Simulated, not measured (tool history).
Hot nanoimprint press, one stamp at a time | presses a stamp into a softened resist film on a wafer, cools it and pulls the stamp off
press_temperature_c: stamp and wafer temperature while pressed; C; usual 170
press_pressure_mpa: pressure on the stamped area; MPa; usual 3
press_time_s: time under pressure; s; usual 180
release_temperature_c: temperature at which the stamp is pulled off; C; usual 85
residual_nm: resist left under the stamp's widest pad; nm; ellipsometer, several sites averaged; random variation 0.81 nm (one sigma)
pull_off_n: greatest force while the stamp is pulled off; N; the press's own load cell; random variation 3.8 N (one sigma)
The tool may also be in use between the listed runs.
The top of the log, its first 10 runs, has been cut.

run   hour  press_temperature_c  press_pressure_mpa  press_time_s  release_temperature_c  residual_nm  pull_off_n
 11  312.2                  170                4.32           180                     85        179.9         188
 12  352.1                  170                2.25           180                     85        257.8         187
 13  374.5                  161                2.25           180                     85        378.8         184
 14  400.6                  161                2.25           180                     85        374.9         192
     422.1  -- press's hydraulic seals changed and the load cell set to zero
 15  428.5                  161                2.25           180                     85        377.5         190
 16    469                  178                1.82            90                     78        248.8         211
 17  499.6                  178                1.82            90                     78        248.5         219
 18  533.1                  170                1.83           108                     85        326.2         186
 19  561.7                  170                   3           153                     79        230.6         220
 20  582.7                  170                3.02           180                     82        219.1         200
     611.2  -- plate thermocouple calibrated
 21    628                  170                3.02           180                     82        216.7         200
 22  646.1                  177                3.72           248                     78        120.3         215
 23  677.9                  177                3.72           172                     74        138.4         239
 24  696.2                  170                2.14           180                     85        259.5         187
 25  734.4                  179                4.75           181                     85        105.2         193
 26  763.1                  175                2.04           181                     92        211.2         154
     801.3  -- stamp cleaned and given a new release coat
 27  801.3                  175                2.04           119                     79          241         215
     816.8  -- gauge calibrated
 28  838.7                  175                2.04           119                     79        249.2         205
 29  870.9                  175                2.04           119                     79        248.1         214
 30  908.9                  170                   3           156                     85        234.4         192

Alternative continuations, all from the tool just after run 30; predict every row:
  A   949                  169                2.45           156                     92            ?           ?
  B   949                  159                   3           183                     85            ?           ?
  C   949                  170                   3           149                     85            ?           ?
  D   949                  170                3.15           180                     71            ?           ?

run  residual_nm  pull_off_n
  A          272         158
  B        370.8         186
  C        236.3         185
  D        216.7         241
The same runs, with their run-to-run variation unchanged, on a tool lacking any hidden condition would have given:
run  residual_nm  pull_off_n
  A        273.4         158
  B        372.6         186
  C        237.5         184
  D        217.7         240
